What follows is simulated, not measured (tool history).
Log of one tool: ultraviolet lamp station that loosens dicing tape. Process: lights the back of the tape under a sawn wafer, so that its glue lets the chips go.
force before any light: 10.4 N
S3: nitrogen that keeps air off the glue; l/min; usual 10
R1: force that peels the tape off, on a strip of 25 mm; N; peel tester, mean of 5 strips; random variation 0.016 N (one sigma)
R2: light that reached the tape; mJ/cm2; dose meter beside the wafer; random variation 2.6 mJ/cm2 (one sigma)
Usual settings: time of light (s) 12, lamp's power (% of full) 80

run 1 hour=0 | time_of_light_(s)=12 lamp's_power_(%_of_full)=80 S3=10 | R1=0.892 R2=317
run 2 hour=22.8 | time_of_light_(s)=12 lamp's_power_(%_of_full)=80 S3=10 | R1=0.884 R2=316
run 3 hour=45.6 | time_of_light_(s)=12 lamp's_power_(%_of_full)=85 S3=10 | R1=0.813 R2=331
run 4 hour=68.3 | time_of_light_(s)=7 lamp's_power_(%_of_full)=85 S3=10 | R1=2.198 R2=192
run 5 hour=80.2 | time_of_light_(s)=7 lamp's_power_(%_of_full)=85 S3=5 | R1=2.856 R2=191
run 6 hour=97.3 | time_of_light_(s)=7 lamp's_power_(%_of_full)=85 S3=5 | R1=2.927 R2=190
-- hour=101.9 window cleaned of glue's vapour
run 7 hour=111.2 | time_of_light_(s)=7 lamp's_power_(%_of_full)=85 S3=5 | R1=2.71 R2=197
run 8 hour=131.8 | time_of_light_(s)=7 lamp's_power_(%_of_full)=85 S3=5 | R1=2.772 R2=195
run 9 hour=160.4 | time_of_light_(s)=7 lamp's_power_(%_of_full)=85 S3=5 | R1=2.758 R2=195
run 10 hour=178.6 | time_of_light_(s)=12 lamp's_power_(%_of_full)=80 S3=10 | R1=0.912 R2=313
run 11 hour=194.4 | time_of_light_(s)=12 lamp's_power_(%_of_full)=80 S3=10 | R1=0.925 R2=308
run 12 hour=210.4 | time_of_light_(s)=12 lamp's_power_(%_of_full)=80 S3=10 | R1=0.95 R2=313
run 13 hour=230.3 | time_of_light_(s)=12 lamp's_power_(%_of_full)=80 S3=10 | R1=0.955 R2=312
run 14 hour=247.3 | time_of_light_(s)=12 lamp's_power_(%_of_full)=80 S3=10 | R1=0.959 R2=306
run 15 hour=259.4 | time_of_light_(s)=12 lamp's_power_(%_of_full)=80 S3=10 | R1=0.971 R2=303
run 16 hour=286.3 | time_of_light_(s)=12 lamp's_power_(%_of_full)=80 S3=10 | R1=0.997 R2=305
run 17 hour=306.5 | time_of_light_(s)=12 lamp's_power_(%_of_full)=80 S3=10 | R1=1.01 R2=300
run 18 hour=326.8 | time_of_light_(s)=12 lamp's_power_(%_of_full)=80 S3=10 | R1=1.016 R2=303
run 19 hour=338.5 | time_of_light_(s)=12 lamp's_power_(%_of_full)=80 S3=10 | R1=1.034 R2=299
run 20 hour=363.2 | time_of_light_(s)=7 lamp's_power_(%_of_full)=80 S3=10 | R1=2.579 R2=173
run 21 hour=383.1 | time_of_light_(s)=7 lamp's_power_(%_of_full)=80 S3=10 | R1=2.593 R2=172
run 22 hour=395.4 | time_of_light_(s)=17 lamp's_power_(%_of_full)=64 S3=15 | R1=0.666 R2=338
run 23 hour=420.8 | time_of_light_(s)=17 lamp's_power_(%_of_full)=66 S3=10 | R1=0.791 R2=347
-- hour=432.4 window cleaned of glue's vapour
run 24 hour=445.4 | time_of_light_(s)=15 lamp's_power_(%_of_full)=62 S3=10 | R1=1.051 R2=298
run 25 hour=458.3 | time_of_light_(s)=10 lamp's_power_(%_of_full)=75 S3=4 | R1=2.348 R2=237
run 26 hour=480.5 | time_of_light_(s)=12 lamp's_power_(%_of_full)=85 S3=4 | R1=1.514 R2=316
run 27 hour=506.3 | time_of_light_(s)=12 lamp's_power_(%_of_full)=85 S3=4 | R1=1.504 R2=319
run 28 hour=523.5 | time_of_light_(s)=12 lamp's_power_(%_of_full)=85 S3=4 | R1=1.534 R2=320
run 29 hour=544.5 | time_of_light_(s)=12 lamp's_power_(%_of_full)=83 S3=12 | R1=0.868 R2=310
run 30 hour=566.4 | time_of_light_(s)=13 lamp's_power_(%_of_full)=98 S3=10 | R1=0.581 R2=393

The next listed run, before its measurement:
run 31 hour=594 | time_of_light_(s)=13 lamp's_power_(%_of_full)=98 S3=10 | R1=? R2=?

Run 31 gave R1 0.576 N, R2 390 mJ/cm2.
Without the tool's hidden state the same run would have given R1 0.418 N, R2 452 mJ/cm2.

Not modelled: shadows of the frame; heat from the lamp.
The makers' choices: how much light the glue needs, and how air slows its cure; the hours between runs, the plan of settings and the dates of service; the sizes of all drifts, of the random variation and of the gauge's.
